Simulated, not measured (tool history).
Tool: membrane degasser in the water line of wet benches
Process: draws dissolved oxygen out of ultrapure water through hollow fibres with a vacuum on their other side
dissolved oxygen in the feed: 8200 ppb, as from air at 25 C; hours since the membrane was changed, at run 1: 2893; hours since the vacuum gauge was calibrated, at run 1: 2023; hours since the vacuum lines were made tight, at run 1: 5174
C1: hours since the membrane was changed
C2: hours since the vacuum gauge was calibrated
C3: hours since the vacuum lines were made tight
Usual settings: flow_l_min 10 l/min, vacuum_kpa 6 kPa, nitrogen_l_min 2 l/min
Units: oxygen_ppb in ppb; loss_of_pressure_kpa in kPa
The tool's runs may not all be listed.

run 1 day=0 | flow_l_min=10 vacuum_kpa=6 nitrogen_l_min=2 | C1=2893 C2=2023 C3=5174 | oxygen_ppb=76.2 loss_of_pressure_kpa=41
run 2 day=3.738 | flow_l_min=10 vacuum_kpa=6 nitrogen_l_min=2 | C1=2983 C2=2112 C3=5264 | oxygen_ppb=75.8 loss_of_pressure_kpa=41.12
run 3 day=6.454 | flow_l_min=10 vacuum_kpa=6 nitrogen_l_min=2 | C1=3048 C2=2178 C3=5329 | oxygen_ppb=78.7 loss_of_pressure_kpa=40.99
run 4 day=8.729 | flow_l_min=10 vacuum_kpa=6 nitrogen_l_min=2 | C1=3102 C2=2232 C3=5383 | oxygen_ppb=77.2 loss_of_pressure_kpa=41.03
run 5 day=10.462 | flow_l_min=10 vacuum_kpa=6 nitrogen_l_min=2 | C1=3144 C2=2274 C3=5425 | oxygen_ppb=76.8 loss_of_pressure_kpa=40.92
run 6 day=12.8 | flow_l_min=10 vacuum_kpa=6 nitrogen_l_min=2 | C1=3200 C2=2330 C3=5481 | oxygen_ppb=77.2 loss_of_pressure_kpa=40.96

The next listed run, before its measurement:
run 7 day=14.658 | flow_l_min=10 vacuum_kpa=6 nitrogen_l_min=2 | C1=3245 C2=2375 C3=5526 | oxygen_ppb=? loss_of_pressure_kpa=?

{"run 7": {"oxygen_ppb": 77.9, "loss_of_pressure_kpa": 40.69}}
Without the tool's hidden state the same run would have given oxygen_ppb 70.7 ppb, loss_of_pressure_kpa 39.75 kPa.
